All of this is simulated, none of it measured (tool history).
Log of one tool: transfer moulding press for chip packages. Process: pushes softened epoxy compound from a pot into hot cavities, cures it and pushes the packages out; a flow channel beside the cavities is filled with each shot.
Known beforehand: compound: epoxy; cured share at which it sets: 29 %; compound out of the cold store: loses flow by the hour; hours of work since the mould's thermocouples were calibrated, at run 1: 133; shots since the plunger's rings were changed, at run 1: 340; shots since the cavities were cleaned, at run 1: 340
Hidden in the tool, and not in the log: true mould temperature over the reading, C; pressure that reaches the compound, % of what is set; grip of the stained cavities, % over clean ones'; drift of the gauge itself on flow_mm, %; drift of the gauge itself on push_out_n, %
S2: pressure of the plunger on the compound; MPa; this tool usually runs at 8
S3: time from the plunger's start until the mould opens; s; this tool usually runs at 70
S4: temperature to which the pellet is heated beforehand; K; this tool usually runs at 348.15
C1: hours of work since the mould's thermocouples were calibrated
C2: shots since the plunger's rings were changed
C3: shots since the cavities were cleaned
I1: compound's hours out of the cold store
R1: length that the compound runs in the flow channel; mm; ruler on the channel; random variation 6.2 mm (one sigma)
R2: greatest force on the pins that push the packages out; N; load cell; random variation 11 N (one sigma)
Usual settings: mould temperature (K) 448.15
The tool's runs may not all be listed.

Run 1, hour 0: usual settings; C1 133; C2 340; C3 340; I1 41.2. Result: R1 745 mm, R2 665 N.
At hour 44: cavities cleaned with cleaning compound and waxed.
Run 2, hour 46.4: usual settings but mould temperature (K) 453.15; C1 167; C2 1082; C3 39; I1 43.6. Result: R1 716 mm, R2 965 N.
At hour 112.2: cavities cleaned with cleaning compound and waxed.
Run 3, hour 126.6: usual settings but mould temperature (K) 453.15; C1 226; C2 2384; C3 238; I1 13.7. Result: R1 862 mm, R2 602 N.
Run 4, hour 169.7: usual settings; C1 259; C2 3096; C3 950; I1 12.3. Result: R1 881 mm, R2 1004 N.
At hour 177.4: cavities cleaned with cleaning compound and waxed.
At hour 245.2: cavities cleaned with cleaning compound and waxed.
At hour 253.6: cavities cleaned with cleaning compound and waxed, once more.
At hour 256.1: plunger's sealing rings changed.
Run 5, hour 264.3: usual settings but mould temperature (K) 445.15; C1 325; C2 136; C3 136; I1 16. Result: R1 887 mm, R2 748 N.
Run 6, hour 304.9: usual settings but mould temperature (K) 445.15; C1 356; C2 808; C3 808; I1 32. Result: R1 790 mm, R2 1042 N.
At hour 324.7: cavities cleaned with cleaning compound and waxed.
Run 7, hour 377.6: usual settings but S2 7.96 MPa; C1 409; C2 1985; C3 875; I1 44.8. Result: R1 715 mm, R2 904 N.
At hour 390.5: cavities cleaned with cleaning compound and waxed.
Run 8, hour 445.5: usual settings but S2 7.96 MPa; C1 459; C2 3084; C3 910; I1 35. Result: R1 744 mm, R2 969 N.
At hour 461.4: cavities cleaned with cleaning compound and waxed.
Run 9, hour 492.9: usual settings but S4 355.15 K; C1 494; C2 3843; C3 521; I1 19.5. Result: R1 829 mm, R2 841 N.
At hour 527.9: plunger's sealing rings changed.
At hour 529.4: cavities cleaned with cleaning compound and waxed.
Run 10, hour 553.7: usual settings but S4 355.15 K; C1 537; C2 402; C3 402; I1 28.9. Result: R1 813 mm, R2 752 N.
At hour 595: cavities cleaned with cleaning compound and waxed.
At hour 608.1: mould's thermocouples calibrated.
Run 11, hour 631.9: usual settings but mould temperature (K) 453.15, S3 89 s; C1 18; C2 1638; C3 578; I1 36.3. Result: R1 743 mm, R2 701 N.
At hour 661.8: cavities cleaned with cleaning compound and waxed.
Run 12, hour 703.9: usual settings but mould temperature (K) 453.15, S3 89 s; C1 71; C2 2804; C3 695; I1 29. Result: R1 784 mm, R2 763 N.
At hour 727.1: cavities cleaned with cleaning compound and waxed.
Run 13, hour 785.3: usual settings but mould temperature (K) 453.15, S3 89 s; C1 131; C2 4126; C3 962; I1 37.4. Result: R1 730 mm, R2 859 N.
At hour 791.5: cavities cleaned with cleaning compound and waxed.
At hour 802: plunger's sealing rings changed.
Run 14, hour 853.7: usual settings but S2 9.42 MPa, S4 354.15 K; C1 180; C2 854; C3 986; I1 42.9. Result: R1 805 mm, R2 976 N.
At hour 862.2: cavities cleaned with cleaning compound and waxed.
At hour 928.4: cavities cleaned with cleaning compound and waxed.
Run 15, hour 939.9: usual settings but S2 9.42 MPa, S4 354.15 K; C1 243; C2 2231; C3 190; I1 32.5. Result: R1 841 mm, R2 613 N.
At hour 997.7: cavities cleaned with cleaning compound and waxed.
Run 16, hour 1002.5: usual settings but mould temperature (K) 441.15, S4 351.15 K; C1 289; C2 3242; C3 79; I1 37.9. Result: R1 758 mm, R2 824 N.
At hour 1061.6: cavities cleaned with cleaning compound and waxed.
At hour 1071.8: plunger's sealing rings changed.
Run 17, hour 1071.8: usual settings but mould temperature (K) 441.15, S3 73 s, S4 358.15 K; C1 338; C2 0; C3 128; I1 21.3. Result: R1 885 mm, R2 821 N.

Forecast each of these 3 alternatives for the next run:
Run A, hour 1111.7: usual settings but mould temperature (K) 442.15, S3 90 s, S4 341.15 K; C1 368; C2 660; C3 788; I1 41. Result: R1 ?, R2 ?.
Run B, hour 1111.7: usual settings but mould temperature (K) 441.15, S2 7 MPa, S3 73 s, S4 340.15 K; C1 368; C2 660; C3 788; I1 24.2. Result: R1 ?, R2 ?.
Run C, hour 1111.7: usual settings but mould temperature (K) 450.15, S2 8.54 MPa, S4 344.15 K; C1 368; C2 660; C3 788; I1 42.3. Result: R1 ?, R2 ?.

run   R1    R2
  A  776   824
  B  794  1266
  C  757   839
Had the tool no hidden state, the same runs would have come out as:
run   R1   R2
  A  783  463
  B  802  711
  C  765  476
